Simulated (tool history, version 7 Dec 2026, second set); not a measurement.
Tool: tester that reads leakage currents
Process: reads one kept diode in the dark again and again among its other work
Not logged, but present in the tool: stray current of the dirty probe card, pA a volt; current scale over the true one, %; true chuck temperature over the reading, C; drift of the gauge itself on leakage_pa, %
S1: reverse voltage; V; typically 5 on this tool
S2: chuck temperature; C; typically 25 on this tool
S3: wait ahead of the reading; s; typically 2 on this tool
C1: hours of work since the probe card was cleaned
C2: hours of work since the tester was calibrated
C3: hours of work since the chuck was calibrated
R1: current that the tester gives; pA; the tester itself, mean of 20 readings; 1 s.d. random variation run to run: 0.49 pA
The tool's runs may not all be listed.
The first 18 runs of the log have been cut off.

run,day,S1,S2,S3,C1,C2,C3,R1
19,57.554,10.76,34,0.97,2969,1594,943,494.02
20,59.462,5,21,3.16,3000,1625,974,117.47
21,62.158,5,21,0.36,3044,1669,1018,118.77
22,65.021,5,21,0.36,3091,1716,1064,118.69
23,67.579,5,21,0.36,3132,1757,1106,118.46
24,71.558,2.92,20,2.43,3197,1822,1170,76.31
25,74.583,2.92,20,2.43,3246,1871,1219,75.91
26,78.067,2.92,20,2.43,3302,1927,1276,75.33
27,82.362,5,49,3.33,3372,1997,1346,872.06
28,86.608,4.55,25,0.65,3441,2066,1415,145.12
29,89.088,3.4,25,0.32,3481,2106,1455,121.42
30,91.712,5.28,45,2.84,3524,2149,1497,671.36
31,94.212,15.48,25,2,3565,2190,1538,313.38
32,96.462,2.03,25,0.47,3601,2226,1575,87.1
33,98.967,3.33,25,4.85,3642,2267,1615,116.64
34,101.604,2.79,49,2.8,3685,2310,1658,594.22

Alternative continuations, all from the tool just after run 34; predict every row:
A,104.479,1.8,25,0.63,3731,2356,1705,?
B,104.479,1.64,46,3.23,3731,2356,1705,?
C,104.479,13.15,21,7.76,3731,2356,1705,?
D,104.479,2.79,23,2.8,3731,2356,1705,?

run,R1
A,79.63
B,351.42
C,212.17
D,89.38
With the hidden condition removed and each run's random variation left untouched, the same runs would have given:
run,R1
A,89.6
B,409.45
C,208.99
D,98.08

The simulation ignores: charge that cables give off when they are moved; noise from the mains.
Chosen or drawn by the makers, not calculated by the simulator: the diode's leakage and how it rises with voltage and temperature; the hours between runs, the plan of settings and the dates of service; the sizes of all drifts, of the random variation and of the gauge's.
